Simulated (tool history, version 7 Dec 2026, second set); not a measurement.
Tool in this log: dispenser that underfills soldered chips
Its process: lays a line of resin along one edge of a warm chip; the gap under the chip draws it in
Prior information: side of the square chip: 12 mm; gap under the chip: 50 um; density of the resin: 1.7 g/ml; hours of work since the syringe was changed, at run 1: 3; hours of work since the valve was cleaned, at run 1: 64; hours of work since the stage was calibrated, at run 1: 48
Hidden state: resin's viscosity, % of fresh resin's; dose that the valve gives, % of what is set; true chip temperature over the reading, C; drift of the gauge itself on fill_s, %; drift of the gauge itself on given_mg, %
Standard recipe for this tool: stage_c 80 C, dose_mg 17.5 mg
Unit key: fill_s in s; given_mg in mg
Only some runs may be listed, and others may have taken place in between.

run	hour	stage_c	dose_mg	hours of work since the syringe was changed	hours of work since the valve was cleaned	hours of work since the stage was calibrated	fill_s	given_mg
1	0	80	17.5	3	64	48	207.9	16.58
# hour 9.5: new syringe of resin
2	11.3	80	17.5	1	72	57	197.4	16.16
# hour 22.5: new syringe of resin
3	23.2	80	17.5	1	81	66	185.9	16.38
4	30.2	80	17.5	6	87	71	233.1	16.14
# hour 35.7: new syringe of resin
5	37.4	80	17.5	1	92	77	196.9	16.05
6	43.8	80	17.5	6	97	82	234.8	15.99
# hour 49.1: new syringe of resin
7	54.6	80	17.5	4	105	90	222.4	15.92
# hour 62.2: new syringe of resin
8	64.9	71	17.5	2	113	98	290.1	15.77
9	73.4	71	17.5	9	120	104	366.9	15.62
# hour 75.5: new syringe of resin
# hour 80.8: dispensing valve cleaned and set on the balance
10	83	71	17.5	5	2	111	325.9	17.33
# hour 90.2: new syringe of resin
11	91.1	71	17.5	1	8	117	272.9	17.43
12	97.3	71	17.5	6	13	122	333.6	17.25
13	102.4	71	17.5	10	17	126	382	17.24
# hour 103.8: new syringe of resin
14	109.5	71	17.5	4	22	131	312.6	16.94
# hour 116.9: new syringe of resin
15	116.9	80	17	0	28	137	186.5	16.57
16	125.4	80	17	7	34	143	238.7	16.38
# hour 130.7: new syringe of resin
17	136.7	80	17	5	43	152	220.3	16.32
# hour 144: new syringe of resin
18	146.3	86	17.5	2	50	159	157.5	16.7
19	153.2	65	22.2	7	56	165	440	20.94
# hour 157.3: new syringe of resin
20	159.7	88	18.9	2	60	170	143.5	18.05
# hour 170.6: new syringe of resin
21	172	71	15	1	70	179	297.6	14.09
22	182.3	71	21.6	9	78	187	360.4	20.05
# hour 183.5: new syringe of resin
23	188.1	66	15	4	82	191	407.4	13.8
24	193.4	66	15	8	86	195	467.7	13.96
# hour 196.4: new syringe of resin
25	202.6	91	14.9	5	93	203	155.3	13.68
26	208.7	91	14.9	10	98	207	187	13.59
# hour 209.6: new syringe of resin
27	220.5	91	14.9	9	107	216	173	13.42
# hour 223.1: new syringe of resin
28	226.7	72	22.6	3	112	221	269.7	20.32
# hour 236.8: new syringe of resin
29	237	82	16.6	0	120	229	183.2	14.98
30	242.4	70	16	4	124	233	348.2	14.15
# hour 244.4: dispensing valve cleaned and set on the balance
# hour 251.2: new syringe of resin
31	251.7	70	16	0	5	239	285.9	15.86
32	261.3	70	16	8	13	247	366.8	15.71
# hour 264.6: new syringe of resin
33	267.9	91	16.8	3	18	252	131.3	16.48
34	274	91	16.8	7	23	256	158.2	16.49

Alternative continuations, all from the tool just after run 34; predict every row:
# hour 278.6: new syringe of resin
A	281.5	83	17.5	2	28	262	?	?
# hour 278.6: new syringe of resin
B	281.5	75	17.4	2	28	262	?	?
# hour 278.6: new syringe of resin
C	281.5	84	15.8	2	28	262	?	?

run	fill_s	given_mg
A	174.1	17.15
B	241.9	16.9
C	171.7	15.37
Had the tool no hidden state, the same runs would have come out as:
run	fill_s	given_mg
A	163.9	17.61
B	228	17.36
C	161.2	15.79

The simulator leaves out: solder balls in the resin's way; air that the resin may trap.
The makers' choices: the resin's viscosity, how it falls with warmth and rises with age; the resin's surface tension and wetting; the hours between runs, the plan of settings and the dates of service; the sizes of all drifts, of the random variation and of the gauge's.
